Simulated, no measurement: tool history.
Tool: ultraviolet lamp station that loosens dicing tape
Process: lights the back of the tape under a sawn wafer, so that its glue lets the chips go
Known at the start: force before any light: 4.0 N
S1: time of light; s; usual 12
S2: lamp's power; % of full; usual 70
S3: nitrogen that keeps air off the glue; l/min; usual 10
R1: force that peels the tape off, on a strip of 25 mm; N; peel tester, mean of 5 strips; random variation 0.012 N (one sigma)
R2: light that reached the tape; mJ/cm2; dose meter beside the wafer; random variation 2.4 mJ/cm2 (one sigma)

{"run": 1, "day": 0.0, "S1": 12, "S2": 70, "S3": 10, "R1": 0.696, "R2": 238}
{"run": 2, "day": 0.354, "S1": 12, "S2": 70, "S3": 10, "R1": 0.727, "R2": 234}
{"run": 3, "day": 0.633, "S1": 12, "S2": 70, "S3": 10, "R1": 0.706, "R2": 234}
{"run": 4, "day": 1.058, "S1": 7, "S2": 70, "S3": 10, "R1": 1.467, "R2": 137}
{"run": 5, "day": 1.354, "S1": 7, "S2": 70, "S3": 10, "R1": 1.421, "R2": 136}
{"run": 6, "day": 1.604, "S1": 6, "S2": 70, "S3": 4, "R1": 2.192, "R2": 118}
{"run": 7, "day": 1.908, "S1": 12, "S2": 70, "S3": 5, "R1": 1.093, "R2": 231}
{"day": 2.25, "done": "window cleaned of glue's vapour"}
{"run": 8, "day": 2.279, "S1": 23, "S2": 79, "S3": 9, "R1": 0.133, "R2": 539}
{"run": 9, "day": 2.671, "S1": 11, "S2": 70, "S3": 5, "R1": 1.073, "R2": 229}
{"run": 10, "day": 3.167, "S1": 10, "S2": 70, "S3": 4, "R1": 1.313, "R2": 209}

Some steps in R1 between neighbouring runs. How much of each would the tool show without its hidden state too (settings, what came in, random variation), and how much is left for the hidden state, with any gauge scatter that isn't in both results?
The hidden state here: lamp's light, % of a new lamp's; light that the window lets through, % of a clean one's; drift of the gauge itself on peel_n, %; drift of the gauge itself on dose_mj_cm2, %.
Run 6 -> 7: S1 6 -> 12, S3 4 -> 5. R1 -1.099 N: hidden state -0.004, all else -1.095.
Run 7 -> 8: S1 12 -> 23, S2 70 -> 79, S3 5 -> 9, window cleaned of glue's vapour. R1 -0.96 N: hidden state -0.226, all else -0.734.
